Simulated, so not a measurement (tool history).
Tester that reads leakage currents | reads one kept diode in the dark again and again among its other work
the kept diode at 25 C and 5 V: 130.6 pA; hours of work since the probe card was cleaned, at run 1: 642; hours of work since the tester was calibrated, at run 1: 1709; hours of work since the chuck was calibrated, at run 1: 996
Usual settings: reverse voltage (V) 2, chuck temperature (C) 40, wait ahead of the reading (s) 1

run,hour,reverse voltage (V),chuck temperature (C),wait ahead of the reading (s),hours of work since the probe card was cleaned,hours of work since the tester was calibrated,hours of work since the chuck was calibrated,current that the tester gives (pA)
1,0,2,40,1,642,1709,996,356.95
2,52.2,1.55,40,1,682,1750,1036,323.5
3,96.9,1.55,40,1,717,1785,1071,325.05
4,138,2,57,1,749,1816,1103,1479.58
5,191.7,2,40,1,791,1858,1145,355.85
6,216.7,2,40,1,810,1878,1164,356.57
7,256.8,2,40,1,842,1909,1196,354.81
8,282.8,2,40,1,862,1929,1216,355.69
9,316.2,2.2,40,1.74,888,1955,1242,367.98

The next listed run, before its measurement:
10,361.2,1.98,33,1,923,1990,1277,?

{"run 10": {"current that the tester gives (pA)": 190.16}}
Without the tool's hidden state the same run would have given current that the tester gives (pA) 197.15.
